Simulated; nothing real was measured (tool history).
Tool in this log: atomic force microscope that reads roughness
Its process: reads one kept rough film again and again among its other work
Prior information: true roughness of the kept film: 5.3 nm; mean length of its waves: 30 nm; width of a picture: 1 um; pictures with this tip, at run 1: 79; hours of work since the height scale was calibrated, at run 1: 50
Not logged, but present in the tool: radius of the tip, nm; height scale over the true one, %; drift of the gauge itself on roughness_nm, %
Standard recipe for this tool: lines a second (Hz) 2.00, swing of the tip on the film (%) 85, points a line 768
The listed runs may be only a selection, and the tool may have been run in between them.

| run | hour | lines a second (Hz) | swing of the tip on the film (%) | points a line | pictures with this tip | hours of work since the height scale was calibrated | roughness of the kept film (nm (root mean square)) |
|---|---|---|---|---|---|---|---|
| 1 | 0.0 | 2.00 | 85 | 768 | 79 | 50 | 3.279 |
| 2 | 12.7 | 2.00 | 85 | 768 | 94 | 56 | 3.250 |
| 3 | 18.2 | 2.00 | 85 | 768 | 100 | 58 | 3.204 |
| 4 | 24.4 | 2.00 | 85 | 768 | 107 | 61 | 3.174 |
| 5 | 31.3 | 2.00 | 85 | 934 | 115 | 65 | 3.150 |
| 6 | 41.3 | 2.00 | 80 | 934 | 127 | 69 | 3.235 |
| 7 | 49.2 | 2.00 | 80 | 934 | 136 | 73 | 3.237 |
| 8 | 55.7 | 2.00 | 85 | 768 | 143 | 76 | 3.035 |
| 9 | 67.9 | 2.00 | 85 | 768 | 157 | 82 | 3.029 |
| 10 | 76.7 | 2.00 | 85 | 768 | 167 | 86 | 2.969 |
| 11 | 82.3 | 2.00 | 85 | 768 | 174 | 88 | 2.945 |
| 12 | 90.0 | 2.00 | 85 | 768 | 183 | 92 | 2.899 |
| 13 | 100.2 | 2.00 | 85 | 768 | 194 | 97 | 2.878 |
| 14 | 113.3 | 2.00 | 74 | 768 | 209 | 103 | 3.151 |
|  | 121.4 | new tip fitted |
| 15 | 123.9 | 2.00 | 85 | 357 | 3 | 108 | 3.593 |
| 16 | 133.0 | 3.85 | 85 | 768 | 13 | 112 | 2.948 |
| 17 | 145.3 | 3.85 | 85 | 768 | 27 | 118 | 2.874 |
| 18 | 151.7 | 3.85 | 85 | 768 | 35 | 121 | 2.841 |
| 19 | 163.2 | 2.00 | 85 | 559 | 48 | 126 | 3.382 |
| 20 | 168.9 | 0.68 | 85 | 768 | 54 | 129 | 3.962 |
|  | 170.9 | height scale calibrated on a step standard |
| 21 | 182.6 | 3.95 | 67 | 781 | 69 | 5 | 3.548 |
|  | 190.1 | height scale calibrated on a step standard, once more |
| 22 | 193.2 | 3.95 | 67 | 781 | 80 | 1 | 3.482 |
| 23 | 200.2 | 3.95 | 67 | 781 | 88 | 5 | 3.449 |
| 24 | 210.1 | 1.38 | 87 | 583 | 99 | 9 | 3.377 |
| 25 | 221.1 | 1.19 | 86 | 277 | 112 | 14 | 3.389 |
| 26 | 228.6 | 1.19 | 56 | 487 | 121 | 18 | 3.901 |
| 27 | 233.9 | 1.19 | 56 | 487 | 127 | 20 | 3.865 |
| 28 | 242.1 | 2.00 | 59 | 277 | 136 | 24 | 3.665 |
| 29 | 251.9 | 2.00 | 85 | 608 | 147 | 29 | 3.027 |
| 30 | 260.3 | 2.00 | 85 | 608 | 157 | 33 | 2.990 |
| 31 | 271.4 | 2.00 | 85 | 608 | 170 | 38 | 2.949 |
| 32 | 281.1 | 2.50 | 56 | 851 | 181 | 42 | 3.514 |
| 33 | 287.2 | 2.50 | 56 | 851 | 188 | 45 | 3.480 |
| 34 | 297.6 | 0.73 | 78 | 341 | 200 | 50 | 3.407 |
| 35 | 309.2 | 0.73 | 78 | 341 | 213 | 56 | 3.352 |

Subtracting, for every run, the result it would have given without the tool's unlogged condition from the measured result gives the following. The same run-to-run variation enters both numbers; the gauge's scatter may not:
| run | roughness of the kept film (nm (root mean square)) |
|---|---|
| 1 | -0.370 |
| 2 | -0.425 |
| 3 | -0.447 |
| 4 | -0.477 |
| 5 | -0.511 |
| 6 | -0.575 |
| 7 | -0.613 |
| 8 | -0.605 |
| 9 | -0.661 |
| 10 | -0.691 |
| 11 | -0.715 |
| 12 | -0.736 |
| 13 | -0.778 |
| 14 | -0.912 |
| 15 | -0.044 |
| 16 | -0.077 |
| 17 | -0.130 |
| 18 | -0.163 |
| 19 | -0.251 |
| 20 | -0.326 |
| 21 | -0.362 |
| 22 | -0.410 |
| 23 | -0.446 |
| 24 | -0.484 |
| 25 | -0.545 |
| 26 | -0.678 |
| 27 | -0.706 |
| 28 | -0.717 |
| 29 | -0.637 |
| 30 | -0.667 |
| 31 | -0.716 |
| 32 | -0.908 |
| 33 | -0.937 |
| 34 | -0.967 |
| 35 | -1.006 |
